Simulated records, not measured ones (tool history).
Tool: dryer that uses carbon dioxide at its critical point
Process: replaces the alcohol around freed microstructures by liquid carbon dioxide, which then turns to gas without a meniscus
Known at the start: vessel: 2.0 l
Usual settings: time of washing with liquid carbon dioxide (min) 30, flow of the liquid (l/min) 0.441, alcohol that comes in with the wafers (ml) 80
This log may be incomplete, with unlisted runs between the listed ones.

| run | hour | time of washing with liquid carbon dioxide (min) | flow of the liquid (l/min) | alcohol that comes in with the wafers (ml) | alcohol left in the vessel before it's heated (ppm by volume) |
|---|---|---|---|---|---|
| 1 | 0 | 30 | 0.441 | 80 | 122 |
| 2 | 18 | 30 | 0.441 | 80 | 131 |
| 3 | 41.1 | 30 | 0.441 | 80 | 137 |
| 4 | 52.1 | 30 | 0.441 | 80 | 142 |
| 5 | 64.8 | 30 | 0.441 | 80 | 142 |
| 6 | 89.2 | 30 | 0.441 | 80 | 147 |
| 7 | 108 | 30 | 0.441 | 80 | 155 |
| 8 | 120.9 | 30 | 0.441 | 80 | 160 |
| 9 | 140.7 | 30 | 0.441 | 80 | 163 |
| 10 | 154.6 | 30 | 0.441 | 80 | 172 |

Expected results for the next run?
| 11 | 172.6 | 30 | 0.441 | 37 | ? |

{"run 11": {"alcohol left in the vessel before it's heated (ppm by volume)": 91}}
Had the tool carried no hidden state, the very same run would have given alcohol left in the vessel before it's heated (ppm by volume) 45.
